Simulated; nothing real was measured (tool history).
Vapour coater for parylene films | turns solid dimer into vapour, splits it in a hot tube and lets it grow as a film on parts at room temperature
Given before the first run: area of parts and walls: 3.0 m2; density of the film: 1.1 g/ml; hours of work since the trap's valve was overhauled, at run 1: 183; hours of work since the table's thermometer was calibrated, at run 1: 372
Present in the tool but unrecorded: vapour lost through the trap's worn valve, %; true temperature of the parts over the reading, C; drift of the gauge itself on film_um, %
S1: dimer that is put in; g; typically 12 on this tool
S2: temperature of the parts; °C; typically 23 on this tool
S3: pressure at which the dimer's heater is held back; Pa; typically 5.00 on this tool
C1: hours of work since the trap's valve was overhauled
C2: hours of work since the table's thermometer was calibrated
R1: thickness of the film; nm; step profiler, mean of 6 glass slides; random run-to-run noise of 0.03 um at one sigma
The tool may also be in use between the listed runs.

run,hour,S1,S2,S3,C1,C2,R1
1,0.0,12,23,5.00,183,372,2840
2,16.2,12,23,5.00,194,383,2840
3,30.7,12,23,5.00,203,392,2820
4,47.2,12,23,5.00,214,403,2900
5,64.8,12,23,7.22,226,415,2660
6,79.6,12,23,5.00,236,425,2840
7,91.2,12,23,2.51,244,432,3110
8,99.8,12,23,5.00,249,438,2840
9,116.0,12,23,5.00,260,449,2830
10,125.8,12,27,5.00,267,455,2520
11,133.7,12,27,5.00,272,461,2500
12,149.6,12,23,5.00,283,471,2800
13,160.0,12,23,5.00,289,478,2850
14,170.8,12,23,5.00,297,485,2860
15,184.9,12,23,5.00,306,495,2830
16,201.5,12,32,5.00,317,506,2270
17,217.5,12,32,5.00,328,516,2230
18,229.0,12,31,4.28,335,524,2410
19,242.5,12,31,4.28,344,533,2370
20,251.0,12,31,4.28,350,539,2380
21,266.0,12,23,9.05,360,549,2580
# hour 286.9: trap's valve overhauled
22,287.7,7,19,5.13,1,560,1860
23,299.6,7,19,2.37,8,568,2020
24,318.4,7,19,2.37,21,581,2070
25,337.4,7,19,2.37,34,593,2010
26,356.3,10,22,10.19,46,606,2120
27,373.3,10,22,10.19,57,617,2170
28,392.0,7,22,11.50,70,630,1450
29,409.4,7,22,11.50,81,641,1530
30,419.0,8,19,2.25,88,648,2340

For each entry between runs, how does the tool's hidden state at the last listed run before it compare with that at the first listed run after it?
Run 21 -> run 22: trap's valve overhauled (hour 286.9)
  vapour lost through the trap's worn valve, %: 0.3 -> 0

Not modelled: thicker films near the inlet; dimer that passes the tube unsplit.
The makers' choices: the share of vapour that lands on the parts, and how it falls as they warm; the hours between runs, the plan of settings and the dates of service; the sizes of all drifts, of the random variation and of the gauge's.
